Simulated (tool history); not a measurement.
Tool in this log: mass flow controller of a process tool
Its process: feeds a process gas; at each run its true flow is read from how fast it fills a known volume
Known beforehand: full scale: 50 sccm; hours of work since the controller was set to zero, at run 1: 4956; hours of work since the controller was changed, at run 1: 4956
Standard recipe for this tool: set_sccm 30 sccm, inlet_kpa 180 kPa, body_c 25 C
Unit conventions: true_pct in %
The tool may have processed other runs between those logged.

run	hour	set_sccm	inlet_kpa	body_c	hours of work since the controller was set to zero	hours of work since the controller was changed	true_pct
1	0.0	30	180	25	4956	4956	98.23
2	213.0	30	180	25	5126	5126	98.23
3	352.0	30	180	39	5236	5236	97.37
4	657.6	30	180	36	5479	5479	97.52
5	791.2	30	180	30	5586	5586	97.90
6	961.7	30	180	30	5721	5721	97.88
7	1244.2	34	226	34	5946	5946	98.29
8	1430.4	7	168	25	6094	6094	91.66
9	1588.8	7	168	25	6221	6221	91.55
10	1749.8	14	224	21	6349	6349	95.58
11	1915.1	14	224	21	6480	6480	95.59
12	2204.7	14	228	21	6711	6711	95.42

Results for each run, recomputed without the tool's hidden state and with each run's random variation untouched:
Hidden state present: flow at rest that the sensor doesn't see, % of full scale; true flow over the shown one, %; drift of the gauge itself on true_pct, %.
run	true_pct
1	98.61
2	98.62
3	97.76
4	97.93
5	98.32
6	98.31
7	98.57
8	97.08
9	97.07
10	97.85
11	97.91
12	97.84

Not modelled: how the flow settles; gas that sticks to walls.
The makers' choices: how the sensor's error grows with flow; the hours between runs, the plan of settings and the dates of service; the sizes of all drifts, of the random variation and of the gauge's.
